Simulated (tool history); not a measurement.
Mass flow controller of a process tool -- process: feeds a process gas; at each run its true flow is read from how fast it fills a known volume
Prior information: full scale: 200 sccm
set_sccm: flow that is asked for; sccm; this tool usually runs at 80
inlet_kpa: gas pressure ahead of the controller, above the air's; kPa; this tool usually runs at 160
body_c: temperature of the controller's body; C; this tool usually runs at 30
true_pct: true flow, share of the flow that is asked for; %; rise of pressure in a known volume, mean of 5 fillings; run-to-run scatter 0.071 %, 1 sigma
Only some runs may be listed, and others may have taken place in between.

run    hour  set_sccm  inlet_kpa  body_c  true_pct
  1       0        80        160      30     99.88
  2   411.6        80        160      35    100.27
  3   601.7        80        160      35    100.37
  4   807.8       176        160      35    100.86
  5  1138.6       176        160      35    100.86
  6  1492.8        80        160      30     99.67
  7    1767        80        160      30     99.94
  8  2178.9        80        160      30     99.92
  9  2508.9        80        160      30     99.97
 10  2704.2        80        177      30     99.73
 11  3050.4        80        261      30     99.18
 12  3338.5        80        160      22     99.07
 13  3540.7        80        160      27     99.66
     3691.9  -- controller's zero set anew
 14  3755.3        80        145      30     99.15
 15    4093        26        158      20     97.73
 16  4384.8        26        158      20     97.84
 17  4605.1        80        160      31     99.16
 18  4965.7        43        184      25     98.17

What will run 19 give?
 19  5185.5        80        154      25         ?

{"run 19": {"true_pct": 98.67}}
On a tool with no hidden condition, and with the same random variation, this run would have come out at true_pct 99.18 %.
